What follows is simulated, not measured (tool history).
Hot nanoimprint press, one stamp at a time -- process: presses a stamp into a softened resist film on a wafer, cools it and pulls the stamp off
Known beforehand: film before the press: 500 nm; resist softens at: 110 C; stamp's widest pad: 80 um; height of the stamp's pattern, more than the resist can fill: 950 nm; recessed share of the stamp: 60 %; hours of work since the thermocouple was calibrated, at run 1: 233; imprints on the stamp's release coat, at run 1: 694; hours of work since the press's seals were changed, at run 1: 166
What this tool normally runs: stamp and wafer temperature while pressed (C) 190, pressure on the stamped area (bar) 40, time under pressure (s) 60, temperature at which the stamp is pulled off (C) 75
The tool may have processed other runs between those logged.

run	day	stamp and wafer temperature while pressed (C)	pressure on the stamped area (bar)	time under pressure (s)	temperature at which the stamp is pulled off (C)	hours of work since the thermocouple was calibrated	imprints on the stamp's release coat	hours of work since the press's seals were changed	resist left under the stamp's widest pad (angstrom)	greatest force while the stamp is pulled off (N)
1	0	190	40	60	75	233	694	166	2721	247
# day 0.721: stamp cleaned and given a new release coat
2	0.742	190	40	60	63	239	1	171	2724	277
3	1.112	190	50.1	60	75	243	27	175	2477	230
4	1.425	190	40	60	62	246	50	179	2715	283
5	1.821	190	25.1	60	62	250	78	183	3242	282
6	2.138	190	25.1	60	62	254	100	187	3236	284
# day 2.321: plate thermocouple calibrated
7	2.696	190	25.1	60	62	4	131	191	3263	285
8	3.154	181	25.1	60	62	9	164	196	3885	284
9	3.425	190	40	80	75	12	183	200	2489	235
10	3.792	197	40	60	75	16	209	204	2278	235
11	4.188	197	40	60	75	21	237	208	2274	236
12	4.521	197	40	60	75	24	261	212	2274	237
13	4.771	197	40	60	75	27	279	214	2277	235
14	4.979	178	58.2	115	67	29	294	217	2656	269
15	5.425	195	35	115	67	34	325	222	1993	273
16	5.833	199	35	93	67	39	354	226	1936	271
17	6.283	190	27.7	34	75	44	386	231	3645	238
18	6.712	195	40	60	72	49	417	236	2392	255
19	7.204	179	33.4	110	82	54	452	241	3229	213
20	7.7	179	33.4	110	82	60	487	247	3230	214
21	8.125	180	57.9	60	75	64	517	252	3092	243
22	8.462	190	33.1	60	75	68	541	255	2948	243

Forecast run 23:
23	8.921	190	33.1	60	75	73	574	260	?	?

resist left under the stamp's widest pad (angstrom): 2957
greatest force while the stamp is pulled off (N): 245
With no hidden state in the tool, this same run would have given resist left under the stamp's widest pad (angstrom) 2968, greatest force while the stamp is pulled off (N) 233.
